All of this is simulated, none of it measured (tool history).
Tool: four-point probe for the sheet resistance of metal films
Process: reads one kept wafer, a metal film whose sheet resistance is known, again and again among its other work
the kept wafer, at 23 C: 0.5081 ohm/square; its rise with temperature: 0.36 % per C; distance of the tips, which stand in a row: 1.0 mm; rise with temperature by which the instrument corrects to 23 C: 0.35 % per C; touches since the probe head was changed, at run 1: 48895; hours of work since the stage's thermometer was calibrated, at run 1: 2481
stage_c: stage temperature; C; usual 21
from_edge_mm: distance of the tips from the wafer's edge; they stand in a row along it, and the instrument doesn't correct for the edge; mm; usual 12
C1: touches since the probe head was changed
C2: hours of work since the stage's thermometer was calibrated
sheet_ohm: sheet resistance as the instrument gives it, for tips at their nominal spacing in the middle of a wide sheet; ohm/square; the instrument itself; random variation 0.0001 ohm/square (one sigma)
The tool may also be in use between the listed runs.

{"run": 1, "day": 0.0, "stage_c": 21, "from_edge_mm": 12, "C1": 48895, "C2": 2481, "sheet_ohm": 0.512666}
{"day": 1.133, "done": "stage's thermometer calibrated"}
{"run": 2, "day": 1.688, "stage_c": 21, "from_edge_mm": 10, "C1": 49994, "C2": 8, "sheet_ohm": 0.511673}
{"run": 3, "day": 3.862, "stage_c": 21, "from_edge_mm": 28, "C1": 51424, "C2": 41, "sheet_ohm": 0.509299}
{"run": 4, "day": 5.4, "stage_c": 21, "from_edge_mm": 12, "C1": 52435, "C2": 64, "sheet_ohm": 0.510974}
{"run": 5, "day": 6.729, "stage_c": 26, "from_edge_mm": 12, "C1": 53311, "C2": 84, "sheet_ohm": 0.51136}
{"run": 6, "day": 8.125, "stage_c": 26, "from_edge_mm": 12, "C1": 54230, "C2": 105, "sheet_ohm": 0.511318}
{"run": 7, "day": 9.679, "stage_c": 34, "from_edge_mm": 12, "C1": 55253, "C2": 128, "sheet_ohm": 0.51192}
{"run": 8, "day": 10.704, "stage_c": 22, "from_edge_mm": 29, "C1": 55927, "C2": 143, "sheet_ohm": 0.50968}
{"run": 9, "day": 12.004, "stage_c": 25, "from_edge_mm": 5, "C1": 56785, "C2": 163, "sheet_ohm": 0.520455}
{"run": 10, "day": 13.7, "stage_c": 25, "from_edge_mm": 5, "C1": 57899, "C2": 188, "sheet_ohm": 0.520433}

Forecast run 11:
{"run": 11, "day": 15.462, "stage_c": 25, "from_edge_mm": 5, "C1": 59059, "C2": 214, "sheet_ohm": "?"}

sheet_ohm: 0.520513 ohm/square
Without the tool's hidden state the same run would have given sheet_ohm 0.518957 ohm/square.
